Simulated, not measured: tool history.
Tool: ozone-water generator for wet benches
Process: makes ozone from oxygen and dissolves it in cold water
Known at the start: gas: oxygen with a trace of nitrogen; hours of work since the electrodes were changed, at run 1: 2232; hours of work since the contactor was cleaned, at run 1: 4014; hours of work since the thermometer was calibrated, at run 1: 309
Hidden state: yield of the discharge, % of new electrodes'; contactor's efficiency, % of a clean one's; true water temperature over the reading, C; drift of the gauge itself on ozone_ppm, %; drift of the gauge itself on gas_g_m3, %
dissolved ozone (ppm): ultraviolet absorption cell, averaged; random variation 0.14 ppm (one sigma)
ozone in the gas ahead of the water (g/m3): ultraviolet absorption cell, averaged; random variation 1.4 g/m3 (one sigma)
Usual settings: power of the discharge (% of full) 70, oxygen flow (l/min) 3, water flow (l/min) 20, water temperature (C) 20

| run | hour | power of the discharge (% of full) | oxygen flow (l/min) | water flow (l/min) | water temperature (C) | hours of work since the electrodes were changed | hours of work since the contactor was cleaned | hours of work since the thermometer was calibrated | dissolved ozone (ppm) | ozone in the gas ahead of the water (g/m3) |
|---|---|---|---|---|---|---|---|---|---|---|
| 1 | 0 | 70 | 3 | 20 | 20 | 2232 | 4014 | 309 | 13.1 | 255.2 |
| 2 | 54.5 | 70 | 3 | 20 | 20 | 2273 | 4055 | 350 | 13.1 | 254.4 |
| 3 | 147.8 | 70 | 3 | 20 | 20 | 2343 | 4125 | 420 | 12.9 | 254.9 |
| 4 | 210.7 | 70 | 3.37 | 20 | 20 | 2390 | 4172 | 467 | 13.7 | 242.8 |
| 5 | 280.6 | 70 | 3.37 | 20 | 20 | 2442 | 4224 | 520 | 13.6 | 243.2 |
| 6 | 382.4 | 70 | 2.44 | 20 | 20 | 2519 | 4301 | 596 | 12 | 268 |
| 7 | 461.6 | 70 | 2.44 | 20 | 20 | 2578 | 4360 | 655 | 12.1 | 268.9 |
| 8 | 547.5 | 93 | 3 | 20 | 20 | 2642 | 4424 | 720 | 15.7 | 299.8 |
| 9 | 666.5 | 70 | 3 | 20 | 20 | 2732 | 4513 | 809 | 12.9 | 252.6 |
| 10 | 793.9 | 68 | 3 | 20 | 22 | 2827 | 4609 | 904 | 12.4 | 246.3 |
| 11 | 857.8 | 68 | 3 | 20 | 22 | 2875 | 4657 | 952 | 12.2 | 245.1 |
| 12 | 949.8 | 76 | 2.3 | 20 | 22 | 2944 | 4726 | 1021 | 11.6 | 283.8 |
| 13 | 1068.4 | 41 | 2.65 | 20 | 25 | 3033 | 4815 | 1110 | 8.2 | 187 |
| 14 | 1165.3 | 41 | 2.65 | 20 | 25 | 3105 | 4887 | 1182 | 8.1 | 189.3 |
| 15 | 1231.5 | 51 | 3.33 | 20 | 13 | 3155 | 4937 | 1232 | 11.6 | 199.5 |
| 16 | 1303.6 | 69 | 3.33 | 20 | 13 | 3209 | 4991 | 1286 | 13.9 | 239.4 |

Forecast run 17:
| 17 | 1402.6 | 69 | 3.33 | 20 | 13 | 3283 | 5065 | 1360 | ? | ? |

Run 17 gave dissolved ozone (ppm) 14, ozone in the gas ahead of the water (g/m3) 236.7.
Without the tool's hidden state the same run would have given dissolved ozone (ppm) 17.2, ozone in the gas ahead of the water (g/m3) 255.1.
